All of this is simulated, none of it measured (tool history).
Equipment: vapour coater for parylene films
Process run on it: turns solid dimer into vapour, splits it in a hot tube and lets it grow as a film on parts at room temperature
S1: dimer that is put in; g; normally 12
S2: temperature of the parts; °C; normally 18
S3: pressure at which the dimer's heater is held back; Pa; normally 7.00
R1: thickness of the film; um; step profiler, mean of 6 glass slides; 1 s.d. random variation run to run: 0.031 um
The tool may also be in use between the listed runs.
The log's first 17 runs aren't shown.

run	day	S1	S2	S3	R1
18	8.238	6	18	7.00	1.44
19	8.683	12	18	5.53	2.92
20	9.329	12	18	5.53	2.97
21	9.883	12	18	5.53	3.02
22	10.262	12	18	5.53	2.95
23	10.892	16	12	5.02	5.11
24	11.500	16	12	5.02	5.12
25	11.800	6	22	5.20	1.26
26	12.254	5	18	7.00	1.23
27	12.704	5	18	7.00	1.24
28	13.154	12	18	7.00	2.89
29	13.692	12	11	5.88	3.95
30	14.108	6	27	2.95	1.04
31	14.417	7	16	4.95	1.88
32	14.729	7	16	4.95	1.91
33	15.058	7	16	4.95	1.93
34	15.567	6	18	7.00	1.44
35	15.888	9	18	7.00	2.23

Each row is a separate what-if for the run after 35, all from the same tool condition, not one after another. Results?
A	16.408	12	15	7.00	?
B	16.408	8	30	5.11	?
C	16.408	6	25	6.16	?
D	16.408	9	16	4.19	?

run	R1
A	3.29
B	1.19
C	1.04
D	2.52
What these runs would have given with no unlogged condition in the tool:
run	R1
A	3.31
B	1.20
C	1.05
D	2.53
